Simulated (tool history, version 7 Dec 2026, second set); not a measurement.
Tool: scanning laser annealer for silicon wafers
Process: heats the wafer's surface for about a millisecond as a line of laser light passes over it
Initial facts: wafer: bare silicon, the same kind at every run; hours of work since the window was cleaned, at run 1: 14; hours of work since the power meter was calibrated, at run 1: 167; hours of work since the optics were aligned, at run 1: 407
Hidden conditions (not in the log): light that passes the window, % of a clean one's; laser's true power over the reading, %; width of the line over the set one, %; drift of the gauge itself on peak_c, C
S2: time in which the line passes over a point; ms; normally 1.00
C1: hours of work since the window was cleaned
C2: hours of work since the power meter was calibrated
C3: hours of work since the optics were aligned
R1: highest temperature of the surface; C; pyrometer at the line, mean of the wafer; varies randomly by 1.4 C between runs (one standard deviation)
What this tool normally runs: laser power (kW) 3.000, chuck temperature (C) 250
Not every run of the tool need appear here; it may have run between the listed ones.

Run 1, hour 0.0: usual settings; C1 14; C2 167; C3 407. Result: R1 1069 C.
Run 2, hour 14.2: usual settings but laser power (kW) 2.893; C1 23; C2 176; C3 416. Result: R1 1041 C.
Run 3, hour 27.2: usual settings but laser power (kW) 2.893; C1 31; C2 183; C3 424. Result: R1 1041 C.
Run 4, hour 36.2: usual settings; C1 36; C2 189; C3 429. Result: R1 1070 C.
Run 5, hour 51.0: usual settings; C1 45; C2 198; C3 438. Result: R1 1070 C.
Run 6, hour 63.6: usual settings; C1 53; C2 206; C3 446. Result: R1 1068 C.
Run 7, hour 74.9: usual settings; C1 60; C2 213; C3 453. Result: R1 1067 C.
Run 8, hour 86.8: usual settings but laser power (kW) 3.021; C1 67; C2 220; C3 460. Result: R1 1076 C.
Run 9, hour 93.3: usual settings but laser power (kW) 3.021; C1 71; C2 224; C3 464. Result: R1 1074 C.
Run 10, hour 106.5: usual settings but laser power (kW) 2.657, S2 0.74 ms, chuck temperature (C) 284; C1 79; C2 232; C3 472. Result: R1 902 C.
Run 11, hour 114.2: usual settings but S2 0.86 ms; C1 84; C2 237; C3 477. Result: R1 1007 C.
Run 12, hour 128.6: usual settings but S2 0.86 ms, chuck temperature (C) 221; C1 93; C2 245; C3 486. Result: R1 978 C.
Run 13, hour 144.0: usual settings but laser power (kW) 2.800, chuck temperature (C) 245; C1 102; C2 255; C3 495. Result: R1 1007 C.
Run 14, hour 153.6: usual settings but laser power (kW) 2.800, chuck temperature (C) 245; C1 108; C2 261; C3 501. Result: R1 1005 C.
Run 15, hour 164.8: usual settings but laser power (kW) 2.897, S2 1.15 ms, chuck temperature (C) 245; C1 115; C2 268; C3 508. Result: R1 1091 C.
Run 16, hour 172.0: usual settings but laser power (kW) 2.901, S2 0.89 ms, chuck temperature (C) 245; C1 119; C2 272; C3 512. Result: R1 987 C.
Run 17, hour 183.1: usual settings but laser power (kW) 2.966, S2 1.24 ms, chuck temperature (C) 220; C1 126; C2 279; C3 519. Result: R1 1124 C.

Predict each of these 4 candidate next runs independently; none follows another, all start after run 17:
Run A, hour 197.4: usual settings but laser power (kW) 3.290; C1 135; C2 288; C3 528. Result: R1 ?.
Run B, hour 197.4: usual settings but S2 0.76 ms, chuck temperature (C) 223; C1 135; C2 288; C3 528. Result: R1 ?.
Run C, hour 197.4: usual settings but laser power (kW) 3.235, chuck temperature (C) 220; C1 135; C2 288; C3 528. Result: R1 ?.
Run D, hour 197.4: usual settings but S2 0.85 ms, chuck temperature (C) 256; C1 135; C2 288; C3 528. Result: R1 ?.

run    R1
  A  1147
  B   931
  C  1102
  D  1004
Without the tool's unlogged condition, the same runs would have read:
run    R1
  A  1154
  B   937
  C  1109
  D  1010

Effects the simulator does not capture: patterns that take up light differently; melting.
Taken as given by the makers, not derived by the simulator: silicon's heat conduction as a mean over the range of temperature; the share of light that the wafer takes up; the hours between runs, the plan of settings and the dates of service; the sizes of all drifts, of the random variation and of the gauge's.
